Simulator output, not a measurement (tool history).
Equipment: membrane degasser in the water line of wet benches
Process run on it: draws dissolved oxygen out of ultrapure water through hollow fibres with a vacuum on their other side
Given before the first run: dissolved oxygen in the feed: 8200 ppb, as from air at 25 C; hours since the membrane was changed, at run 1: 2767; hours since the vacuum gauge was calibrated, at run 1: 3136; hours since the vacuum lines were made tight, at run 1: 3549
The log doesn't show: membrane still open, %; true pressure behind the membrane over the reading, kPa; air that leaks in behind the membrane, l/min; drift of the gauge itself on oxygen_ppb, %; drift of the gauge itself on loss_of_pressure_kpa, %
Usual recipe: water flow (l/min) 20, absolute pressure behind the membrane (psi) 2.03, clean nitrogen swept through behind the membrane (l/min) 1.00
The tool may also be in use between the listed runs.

run	day	water flow (l/min)	absolute pressure behind the membrane (psi)	clean nitrogen swept through behind the membrane (l/min)	hours since the membrane was changed	hours since the vacuum gauge was calibrated	hours since the vacuum lines were made tight	dissolved oxygen in the water behind the degasser (ppb)	pressure that the water loses in the fibres (psi)
1	0.000	20	2.03	1.00	2767	3136	3549	467.2	6.016
2	3.004	20	2.03	1.00	2839	3208	3621	468.6	6.031
3	6.421	20	2.03	1.00	2921	3290	3703	469.1	6.092
4	10.108	20	2.03	1.00	3009	3378	3791	468.9	6.045
5	12.571	22	2.03	1.00	3069	3437	3850	507.8	6.611
6	15.467	20	2.03	1.00	3138	3507	3920	469.0	6.015
7	18.604	20	2.03	1.00	3213	3582	3995	469.3	6.018
8	22.075	20	2.03	1.00	3297	3665	4079	468.9	6.032
9	24.721	20	2.03	1.00	3360	3729	4142	471.3	6.016
10	26.738	20	2.03	1.00	3409	3777	4190	469.4	6.081
11	30.708	20	2.03	1.00	3504	3873	4286	470.5	6.071
12	34.592	20	2.03	1.56	3597	3966	4379	321.8	6.054
13	38.267	20	2.03	1.62	3685	4054	4467	312.3	6.077
14	41.388	20	2.03	1.62	3760	4129	4542	312.2	6.054
15	44.725	20	2.03	1.62	3840	4209	4622	310.6	6.065
16	47.517	20	2.03	1.62	3907	4276	4689	310.9	6.086
17	51.062	20	1.58	1.00	3992	4361	4774	343.5	6.057
18	52.938	23	2.03	2.22	4037	4406	4819	267.5	6.988
19	56.725	13	2.03	1.00	4128	4497	4910	328.6	3.939
20	59.312	20	2.67	0.66	4190	4559	4972	901.4	6.084
21	62.858	20	3.73	0.52	4276	4644	5057	1499.0	6.105
22	66.683	20	3.73	0.52	4367	4736	5149	1499.2	6.070
23	69.192	20	3.73	0.52	4427	4796	5209	1507.0	6.099
24	71.275	26	4.34	0.69	4477	4846	5259	1708.2	7.954
25	73.667	20	4.97	1.00	4535	4903	5317	1232.4	6.102
26	76.975	20	4.97	1.00	4614	4983	5396	1232.5	6.071
27	80.167	20	2.44	0.86	4691	5060	5473	663.1	6.152
28	82.300	20	2.44	0.86	4742	5111	5524	662.7	6.102
29	84.142	18	3.00	0.86	4786	5155	5568	765.5	5.513
30	86.450	18	1.48	1.88	4842	5210	5624	165.3	5.513
31	90.150	14	3.45	0.96	4930	5299	5712	663.2	4.295
32	93.262	14	3.45	0.96	5005	5374	5787	666.3	4.276
33	96.012	18	1.48	1.49	5071	5440	5853	204.3	5.490

Forecast each of these 3 alternatives for the next run:
A	98.475	22	2.52	2.38	5130	5499	5912	?	?
B	98.475	20	1.64	1.00	5130	5499	5912	?	?
C	98.475	13	1.48	0.74	5130	5499	5912	?	?

run	dissolved oxygen in the water behind the degasser (ppb)	pressure that the water loses in the fibres (psi)
A	314.9	6.691
B	363.3	6.151
C	284.6	3.981
Without the tool's hidden state the same runs would have given:
run	dissolved oxygen in the water behind the degasser (ppb)	pressure that the water loses in the fibres (psi)
A	304.4	6.480
B	349.7	5.958
C	270.7	3.857
